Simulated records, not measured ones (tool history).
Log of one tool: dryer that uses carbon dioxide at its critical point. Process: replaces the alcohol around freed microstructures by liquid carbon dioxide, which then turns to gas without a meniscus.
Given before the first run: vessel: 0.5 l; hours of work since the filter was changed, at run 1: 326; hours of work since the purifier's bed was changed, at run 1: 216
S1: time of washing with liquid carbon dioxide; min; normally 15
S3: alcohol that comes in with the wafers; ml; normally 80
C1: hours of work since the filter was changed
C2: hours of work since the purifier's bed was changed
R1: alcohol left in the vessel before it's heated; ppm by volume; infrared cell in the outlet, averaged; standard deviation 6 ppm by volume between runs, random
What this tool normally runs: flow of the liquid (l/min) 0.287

Run 1, hour 0.0: usual settings; C1 326; C2 216. Result: R1 323 ppm by volume.
Run 2, hour 19.3: usual settings; C1 338; C2 228. Result: R1 329 ppm by volume.
Run 3, hour 46.2: usual settings; C1 356; C2 245. Result: R1 353 ppm by volume.
Run 4, hour 68.8: usual settings but flow of the liquid (l/min) 0.210; C1 370; C2 260. Result: R1 1635 ppm by volume.
Run 5, hour 87.8: usual settings but flow of the liquid (l/min) 0.210; C1 383; C2 272. Result: R1 1689 ppm by volume.
Run 6, hour 116.5: usual settings; C1 401; C2 291. Result: R1 372 ppm by volume.
Run 7, hour 149.5: usual settings but S3 66 ml; C1 422; C2 312. Result: R1 296 ppm by volume.
Run 8, hour 176.3: usual settings; C1 440; C2 329. Result: R1 361 ppm by volume.
Run 9, hour 207.8: usual settings but flow of the liquid (l/min) 0.257; C1 460; C2 350. Result: R1 712 ppm by volume.
Run 10, hour 234.8: usual settings but flow of the liquid (l/min) 0.257; C1 477; C2 367. Result: R1 697 ppm by volume.
Run 11, hour 265.1: usual settings but flow of the liquid (l/min) 0.257, S3 108 ml; C1 497; C2 387. Result: R1 941 ppm by volume.
Run 12, hour 282.1: usual settings; C1 508; C2 397. Result: R1 408 ppm by volume.
Run 13, hour 307.5: usual settings; C1 524; C2 414. Result: R1 404 ppm by volume.
Run 14, hour 328.9: usual settings; C1 538; C2 428. Result: R1 409 ppm by volume.
Run 15, hour 355.7: usual settings but S1 14 min; C1 555; C2 445. Result: R1 624 ppm by volume.
Run 16, hour 381.8: usual settings but S1 12 min, flow of the liquid (l/min) 0.224, S3 44 ml; C1 572; C2 462. Result: R1 2049 ppm by volume.
At hour 404.0: inlet filter changed.
Run 17, hour 409.3: usual settings but S1 12 min, flow of the liquid (l/min) 0.224, S3 44 ml; C1 3; C2 479. Result: R1 1364 ppm by volume.
Run 18, hour 428.5: usual settings but S1 9 min, S3 104 ml; C1 16; C2 491. Result: R1 4201 ppm by volume.
Run 19, hour 462.5: usual settings but S1 20 min, flow of the liquid (l/min) 0.470, S3 45 ml; C1 38; C2 513. Result: R1 23 ppm by volume.
Run 20, hour 482.1: usual settings but S1 20 min, flow of the liquid (l/min) 0.470, S3 45 ml; C1 50; C2 526. Result: R1 19 ppm by volume.
Run 21, hour 500.9: usual settings but S1 18 min, flow of the liquid (l/min) 0.418, S3 45 ml; C1 62; C2 538. Result: R1 22 ppm by volume.
Run 22, hour 532.0: usual settings but S1 19 min, flow of the liquid (l/min) 0.176, S3 30 ml; C1 83; C2 558. Result: R1 386 ppm by volume.
Run 23, hour 549.7: usual settings but S3 95 ml; C1 94; C2 569. Result: R1 301 ppm by volume.
Run 24, hour 578.5: usual settings but S1 23 min, S3 44 ml; C1 113; C2 588. Result: R1 27 ppm by volume.
Run 25, hour 599.8: usual settings but S1 10 min, flow of the liquid (l/min) 0.257, S3 45 ml; C1 126; C2 602. Result: R1 1857 ppm by volume.
Run 26, hour 630.0: usual settings but flow of the liquid (l/min) 0.337; C1 146; C2 621. Result: R1 118 ppm by volume.
Run 27, hour 647.1: usual settings but flow of the liquid (l/min) 0.469, S3 83 ml; C1 157; C2 632. Result: R1 23 ppm by volume.
Run 28, hour 664.2: usual settings but S1 10 min, flow of the liquid (l/min) 0.358, S3 108 ml; C1 168; C2 643. Result: R1 1132 ppm by volume.

Each row is a separate what-if for the run after 28, all from the same tool condition, not one after another. Results?
Run A, hour 683.3: usual settings but S1 10 min, flow of the liquid (l/min) 0.221; C1 180; C2 656. Result: R1 ?.
Run B, hour 683.3: usual settings but S1 10 min, flow of the liquid (l/min) 0.368, S3 30 ml; C1 180; C2 656. Result: R1 ?.
Run C, hour 683.3: usual settings but flow of the liquid (l/min) 0.340, S3 22 ml; C1 180; C2 656. Result: R1 ?.
Run D, hour 683.3: usual settings but S1 10 min, flow of the liquid (l/min) 0.293, S3 55 ml; C1 180; C2 656. Result: R1 ?.
Run E, hour 683.3: usual settings but S1 17 min, flow of the liquid (l/min) 0.249, S3 82 ml; C1 180; C2 656. Result: R1 ?.

run    R1
  A  5833
  B   289
  C    64
  D  1445
  E   322
With no hidden state in the tool, these same runs would have given:
run    R1
  A  5243
  B   228
  C    39
  D  1246
  E   248

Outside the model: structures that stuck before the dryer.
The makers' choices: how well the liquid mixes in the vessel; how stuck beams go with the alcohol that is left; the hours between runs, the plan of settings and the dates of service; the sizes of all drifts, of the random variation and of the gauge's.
